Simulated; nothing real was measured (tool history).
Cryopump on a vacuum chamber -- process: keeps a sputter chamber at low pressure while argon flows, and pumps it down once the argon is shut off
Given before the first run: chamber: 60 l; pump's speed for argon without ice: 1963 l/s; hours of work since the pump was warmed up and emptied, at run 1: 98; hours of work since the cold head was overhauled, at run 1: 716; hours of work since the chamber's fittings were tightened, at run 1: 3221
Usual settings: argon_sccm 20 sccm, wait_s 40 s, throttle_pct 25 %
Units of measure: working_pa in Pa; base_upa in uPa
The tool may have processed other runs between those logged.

run,hour,argon_sccm,wait_s,throttle_pct,hours of work since the pump was warmed up and emptied,hours of work since the cold head was overhauled,hours of work since the chamber's fittings were tightened,working_pa,base_upa
1,0.0,20,40,25,98,716,3221,0.0697,2.15
2,28.3,38,40,25,111,729,3234,0.1322,2.20
3,53.3,38,40,25,123,741,3245,0.1323,2.14
4,72.7,37,40,25,132,750,3254,0.1297,2.14
5,102.5,37,40,25,146,764,3268,0.1282,2.21
6,130.5,37,40,25,159,776,3281,0.1287,2.20
7,148.1,37,40,25,167,785,3289,0.1293,2.20
# hour 167.3: leaking fittings of the chamber tightened, without venting
8,189.9,37,40,25,185,803,10,0.1288,0.81
9,223.2,37,40,25,200,818,26,0.1291,0.84
10,264.7,37,57,25,219,837,45,0.1294,0.60
11,294.7,11,40,25,233,851,59,0.0389,0.85
12,315.5,20,40,25,243,861,68,0.0700,0.86
13,334.8,20,40,25,252,870,77,0.0702,0.84
14,367.0,20,40,25,267,885,92,0.0705,0.85
15,404.9,20,40,25,284,902,109,0.0712,0.82
16,423.3,20,73,25,292,910,118,0.0695,0.51
17,451.1,20,73,25,305,923,131,0.0706,0.59
18,492.5,22,46,33,324,942,150,0.0594,0.75
19,523.4,22,46,33,339,957,164,0.0594,0.78
20,556.4,10,40,46,354,972,179,0.0190,0.89
21,593.8,17,129,33,371,989,197,0.0463,0.44
22,613.4,17,129,33,380,998,206,0.0457,0.44
23,645.5,12,84,49,395,1013,220,0.0226,0.56
24,668.0,12,84,49,405,1023,231,0.0225,0.60
25,691.7,16,103,19,416,1034,242,0.0740,0.52
26,730.0,14,22,19,434,1052,259,0.0646,1.43
27,757.4,14,22,19,446,1064,272,0.0645,1.52
28,798.7,14,22,19,465,1083,291,0.0651,1.45
29,816.8,27,68,37,474,1092,299,0.0661,0.74
30,833.9,19,40,49,482,1100,307,0.0352,0.94
31,851.7,27,229,42,490,1108,315,0.0582,0.43
32,869.5,27,229,42,498,1116,324,0.0585,0.46
33,902.5,27,229,42,513,1131,339,0.0592,0.45

4 options for the next run, each taken on its own from the tool as it stands now. Forecast them:
A,944.9,16,229,42,533,1151,358,?,?
B,944.9,13,192,18,533,1151,358,?,?
C,944.9,9,229,42,533,1151,358,?,?
D,944.9,20,247,26,533,1151,358,?,?

run,working_pa,base_upa
A,0.0349,0.45
B,0.0644,0.46
C,0.0190,0.43
D,0.0691,0.48
With no hidden state in the tool, these same runs would have given:
run,working_pa,base_upa
A,0.0330,0.25
B,0.0628,0.25
C,0.0179,0.23
D,0.0667,0.28
